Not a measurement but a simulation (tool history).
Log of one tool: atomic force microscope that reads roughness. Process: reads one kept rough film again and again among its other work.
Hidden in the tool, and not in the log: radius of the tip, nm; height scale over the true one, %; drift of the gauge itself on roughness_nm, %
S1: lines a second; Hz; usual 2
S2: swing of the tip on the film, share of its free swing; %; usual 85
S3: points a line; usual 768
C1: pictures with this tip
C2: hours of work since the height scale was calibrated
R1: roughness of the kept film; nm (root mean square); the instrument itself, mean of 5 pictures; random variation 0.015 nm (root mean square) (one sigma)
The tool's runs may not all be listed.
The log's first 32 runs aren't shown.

| run | hour | S1 | S2 | S3 | C1 | C2 | R1 |
|---|---|---|---|---|---|---|---|
| 33 | 396.3 | 1.96 | 72 | 768 | 46 | 639 | 4.046 |
| 34 | 406.3 | 1.96 | 77 | 399 | 65 | 645 | 3.911 |
| 35 | 414.4 | 2 | 85 | 647 | 80 | 650 | 3.733 |
| 36 | 424.5 | 3.95 | 85 | 647 | 98 | 656 | 3.222 |
| 37 | 434.1 | 0.6 | 84 | 292 | 116 | 661 | 4.205 |
| 38 | 446.7 | 0.6 | 69 | 863 | 139 | 669 | 4.333 |
| 39 | 460.6 | 0.6 | 69 | 863 | 165 | 677 | 4.329 |
| 40 | 473.3 | 0.81 | 87 | 623 | 188 | 685 | 4.077 |
| 41 | 485.2 | 0.91 | 70 | 768 | 210 | 692 | 4.259 |
| 42 | 498.3 | 1.38 | 85 | 495 | 234 | 700 | 3.92 |

Forecast each of these 5 alternatives for the next run:
| A | 512.9 | 1.38 | 85 | 303 | 261 | 709 | ? |
| B | 512.9 | 2.32 | 67 | 495 | 261 | 709 | ? |
| C | 512.9 | 3.04 | 59 | 573 | 261 | 709 | ? |
| D | 512.9 | 1.93 | 85 | 748 | 261 | 709 | ? |
| E | 512.9 | 2.72 | 78 | 768 | 261 | 709 | ? |

| run | R1 |
|---|---|
| A | 3.926 |
| B | 4.065 |
| C | 4.157 |
| D | 3.75 |
| E | 3.719 |
Without the tool's hidden state the same runs would have given:
| run | R1 |
|---|---|
| A | 3.937 |
| B | 4.076 |
| C | 4.169 |
| D | 3.76 |
| E | 3.729 |
